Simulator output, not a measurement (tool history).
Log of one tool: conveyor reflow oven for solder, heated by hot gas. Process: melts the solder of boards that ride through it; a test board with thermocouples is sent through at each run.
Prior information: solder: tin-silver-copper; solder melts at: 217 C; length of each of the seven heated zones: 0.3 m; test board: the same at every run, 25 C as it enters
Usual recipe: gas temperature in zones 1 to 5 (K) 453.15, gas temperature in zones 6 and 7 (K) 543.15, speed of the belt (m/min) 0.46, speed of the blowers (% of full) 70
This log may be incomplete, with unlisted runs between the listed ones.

run   hour  gas temperature in zones 1 to 5 (K)  gas temperature in zones 6 and 7 (K)  speed of the belt (m/min)  speed of the blowers (% of full)  highest temperature of the board (K)  time above the solder's melting point (s)
  1      0                               453.15                                543.15                       0.46                                70                                528.45                                       62.6
  2     19                               453.15                                543.15                       0.46                                70                                527.55                                       62.3
  3   38.8                               453.15                                543.15                       0.46                                70                                527.65                                       61.8
  4   61.6                               453.15                                543.15                       0.46                                70                                527.55                                         62
  5   85.5                               453.15                                543.15                      0.503                                70                                524.55                                       53.6
  6  102.6                               453.15                                543.15                       0.46                                70                                527.55                                         62
  7  113.9                               453.15                                543.15                       0.46                                70                                527.05                                       61.9
  8  126.2                               453.15                                543.15                       0.46                                70                                527.45                                       61.5
  9  145.6                               453.15                                543.15                       0.46                                70                                527.65                                       61.8
 10  161.8                               453.15                                543.15                       0.46                                70                                527.25                                       61.3
 11  175.7                               453.15                                543.15                      0.483                                70                                525.65                                         57
 12  191.3                               453.15                                543.15                       0.52                                70                                523.25                                       50.7
 13  213.8                               453.15                                543.15                       0.52                                70                                522.85                                       50.7
 14  235.9                               453.15                                543.15                       0.52                                70                                523.05                                       50.3
 15  255.9                               453.15                                543.15                       0.52                                70                                523.15                                       50.5
 16    271                               453.15                                543.15                       0.52                                70                                522.65                                       50.4
 17  283.9                               453.15                                548.15                      0.512                                70                                527.25                                       54.6
 18  305.8                               463.15                                548.15                       0.49                                70                                531.55                                         64
 19  324.5                               465.15                                555.15                       0.46                                62                                537.35                                       71.9
 20  345.9                               466.15                                535.15                       0.46                                62                                520.35                                       62.4
 21  365.7                               466.15                                535.15                       0.46                                62                                521.25                                         62
 22    381                               466.15                                535.15                       0.46                                62                                520.45                                       62.2
 23    391                               453.15                                541.15                       0.46                                70                                525.35                                       60.2
 24  411.5                               453.15                                541.15                       0.46                                70                                524.55                                         60
 25  429.5                               453.15                                541.15                       0.46                                70                                525.25                                       59.8
 26    443                               453.15                                541.15                       0.46                                70                                525.35                                       59.9
 27  454.7                               453.15                                545.15                       0.46                                86                                532.95                                       65.1
 28  476.7                               453.15                                545.15                       0.46                                86                                532.45                                       65.4
       485  -- flux residue cleaned out of gas plates and filters
 29  492.1                               442.15                                554.15                       0.46                                86                                542.15                                       67.7
 30  515.6                               442.15                                554.15                      0.413                                86                                545.05                                       76.5

Each run again, without the hidden state but with its own random variation kept:
The tool's hidden condition here consists of: heat that the gas passes to the board, % of a clean oven's; belt's true speed, % of the reading; true gas temperature in zones 6 and 7 over the reading, C; drift of the gauge itself on peak_c, C; drift of the gauge itself on liquid_s, %.
run  highest temperature of the board (K)  time above the solder's melting point (s)
  1                                529.25                                       63.5
  2                                528.35                                       63.2
  3                                528.55                                       62.7
  4                                528.45                                       63.1
  5                                525.75                                       54.9
  6                                528.55                                       63.1
  7                                528.05                                         63
  8                                528.45                                       62.6
  9                                528.65                                       62.9
 10                                528.35                                       62.5
 11                                526.95                                       58.3
 12                                524.75                                       52.3
 13                                524.45                                       52.4
 14                                524.75                                       52.1
 15                                524.75                                       52.3
 16                                524.35                                       52.2
 17                                529.05                                       56.1
 18                                532.95                                       65.1
 19                                538.55                                       72.6
 20                                521.25                                       63.8
 21                                522.15                                       63.4
 22                                521.35                                       63.6
 23                                526.75                                       61.8
 24                                525.95                                       61.7
 25                                526.75                                       61.5
 26                                526.85                                       61.7
 27                                534.65                                       66.5
 28                                534.15                                       66.8
 29                                540.55                                       66.7
 30                                543.45                                       75.5
